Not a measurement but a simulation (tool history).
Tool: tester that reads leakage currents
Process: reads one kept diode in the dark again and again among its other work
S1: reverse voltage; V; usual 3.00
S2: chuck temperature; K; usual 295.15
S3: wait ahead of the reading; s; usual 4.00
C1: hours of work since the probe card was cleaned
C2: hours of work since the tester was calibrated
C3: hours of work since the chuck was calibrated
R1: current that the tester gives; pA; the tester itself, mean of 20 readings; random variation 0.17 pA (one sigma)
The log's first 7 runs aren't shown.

run 8 hour=1176.3 | S1=3.00 S2=295.15 S3=4.00 | C1=938 C2=1804 C3=682 | R1=54.46
run 9 hour=1314.8 | S1=3.00 S2=295.15 S3=0.30 | C1=1045 C2=1910 C3=788 | R1=56.98
run 10 hour=1514.6 | S1=3.00 S2=295.15 S3=0.30 | C1=1198 C2=2064 C3=942 | R1=57.10
-- hour=1691.5 probe card cleaned and baked
run 11 hour=1711.4 | S1=3.00 S2=295.15 S3=0.30 | C1=15 C2=2213 C3=1091 | R1=57.07
run 12 hour=1836.9 | S1=3.00 S2=295.15 S3=0.30 | C1=112 C2=2309 C3=1187 | R1=56.96
run 13 hour=1958.9 | S1=3.00 S2=295.15 S3=0.30 | C1=206 C2=2403 C3=1281 | R1=56.57
-- hour=2007.9 tester calibrated
run 14 hour=2059.7 | S1=3.00 S2=295.15 S3=4.00 | C1=282 C2=40 C3=1357 | R1=54.82
run 15 hour=2244.2 | S1=3.00 S2=295.15 S3=4.00 | C1=424 C2=182 C3=1499 | R1=54.41
run 16 hour=2419.0 | S1=5.85 S2=324.15 S3=0.53 | C1=558 C2=316 C3=1633 | R1=592.46
-- hour=2516.2 chuck's temperature calibrated
run 17 hour=2633.5 | S1=5.85 S2=324.15 S3=0.53 | C1=721 C2=480 C3=90 | R1=591.73
run 18 hour=2817.3 | S1=5.85 S2=324.15 S3=0.53 | C1=863 C2=621 C3=232 | R1=592.02
run 19 hour=2936.5 | S1=7.55 S2=293.15 S3=7.47 | C1=954 C2=713 C3=323 | R1=66.07
run 20 hour=3141.5 | S1=7.55 S2=293.15 S3=7.47 | C1=1112 C2=870 C3=481 | R1=66.49
run 21 hour=3291.3 | S1=7.55 S2=293.15 S3=7.47 | C1=1227 C2=985 C3=596 | R1=66.30
run 22 hour=3411.0 | S1=1.95 S2=295.15 S3=4.00 | C1=1319 C2=1078 C3=688 | R1=46.59
-- hour=3434.1 probe card cleaned and baked
run 23 hour=3602.3 | S1=3.00 S2=295.15 S3=4.15 | C1=129 C2=1222 C3=833 | R1=54.74
run 24 hour=3754.2 | S1=3.00 S2=295.15 S3=4.15 | C1=246 C2=1339 C3=950 | R1=54.35
run 25 hour=3943.7 | S1=7.06 S2=295.15 S3=0.64 | C1=392 C2=1485 C3=1096 | R1=78.32
run 26 hour=4115.9 | S1=7.06 S2=295.15 S3=0.64 | C1=524 C2=1617 C3=1228 | R1=77.97
run 27 hour=4246.5 | S1=7.06 S2=302.15 S3=0.64 | C1=625 C2=1718 C3=1328 | R1=133.88
run 28 hour=4378.2 | S1=17.36 S2=331.15 S3=4.72 | C1=726 C2=1819 C3=1430 | R1=1413.00
run 29 hour=4522.6 | S1=5.64 S2=299.15 S3=4.00 | C1=837 C2=1930 C3=1541 | R1=96.18
run 30 hour=4716.3 | S1=13.36 S2=299.15 S3=1.79 | C1=986 C2=2079 C3=1690 | R1=134.16

Forecast each of these 4 alternatives for the next run:
-- hour=4737.5 chuck's temperature calibrated
run A hour=4831.8 | S1=4.62 S2=301.15 S3=4.38 | C1=1073 C2=2166 C3=72 | R1=?
-- hour=4737.5 chuck's temperature calibrated
run B hour=4831.8 | S1=6.57 S2=297.15 S3=1.99 | C1=1073 C2=2166 C3=72 | R1=?
-- hour=4737.5 chuck's temperature calibrated
run C hour=4831.8 | S1=1.05 S2=301.15 S3=4.00 | C1=1073 C2=2166 C3=72 | R1=?
-- hour=4737.5 chuck's temperature calibrated
run D hour=4831.8 | S1=3.00 S2=295.15 S3=0.45 | C1=1073 C2=2166 C3=72 | R1=?

run=A R1=103.98
run=B R1=87.04
run=C R1=58.67
run=D R1=56.36
Without the tool's hidden state the same runs would have given:
run=A R1=103.94
run=B R1=86.99
run=C R1=58.66
run=D R1=56.34
